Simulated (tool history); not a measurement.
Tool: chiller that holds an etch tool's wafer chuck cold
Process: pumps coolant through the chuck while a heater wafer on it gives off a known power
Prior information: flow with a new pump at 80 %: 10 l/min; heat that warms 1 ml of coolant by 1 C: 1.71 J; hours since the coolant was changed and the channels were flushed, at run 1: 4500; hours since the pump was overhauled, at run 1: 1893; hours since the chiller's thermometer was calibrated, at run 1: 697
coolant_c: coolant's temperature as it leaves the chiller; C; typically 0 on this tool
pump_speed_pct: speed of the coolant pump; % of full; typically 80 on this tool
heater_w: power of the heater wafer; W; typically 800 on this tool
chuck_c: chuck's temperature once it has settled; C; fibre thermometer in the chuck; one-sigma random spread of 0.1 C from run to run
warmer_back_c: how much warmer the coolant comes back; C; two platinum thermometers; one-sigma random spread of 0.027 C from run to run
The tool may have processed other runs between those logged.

run	hour	coolant_c	pump_speed_pct	heater_w	hours since the coolant was changed and the channels were flushed	hours since the pump was overhauled	hours since the chiller's thermometer was calibrated	chuck_c	warmer_back_c
1	0.0	0	80	800	4500	1893	697	8.2	2.86
2	188.5	0	80	800	4689	2081	886	8.0	2.86
3	420.2	0	80	800	4920	2313	1118	8.1	2.81
4	562.0	0	80	1087	5062	2455	1259	11.1	3.90
5	699.3	0	80	1087	5199	2592	1397	11.3	3.91
6	889.5	8	80	1087	5390	2782	1587	18.9	3.89
# hour 909.8: chiller's thermometer calibrated
7	1001.7	8	80	1087	5501	2893	92	19.3	3.92
8	1154.1	8	80	1087	5653	3046	244	19.4	3.89
9	1270.9	8	80	1087	5770	3162	361	19.5	3.92
10	1469.4	8	80	1087	5969	3361	560	19.6	3.90
11	1577.4	8	80	1087	6077	3469	668	19.7	3.95
12	1730.8	3	80	492	6230	3622	821	8.5	1.79
13	1959.4	3	80	492	6459	3851	1050	8.5	1.76
14	2078.4	3	80	492	6578	3970	1169	8.5	1.75
15	2178.7	8	91	1036	6678	4070	1269	18.4	3.26

Run 16 is up next; what results do you expect?
# hour 2305.3: chiller's thermometer calibrated, once more
16	2363.8	8	91	1036	6862	4254	58	?	?

Run 16 came out at chuck_c 18.1 C, warmer_back_c 3.23 C.
The same run, on a tool lacking any hidden state, would have yielded chuck_c 16.6 C, warmer_back_c 3.12 C.
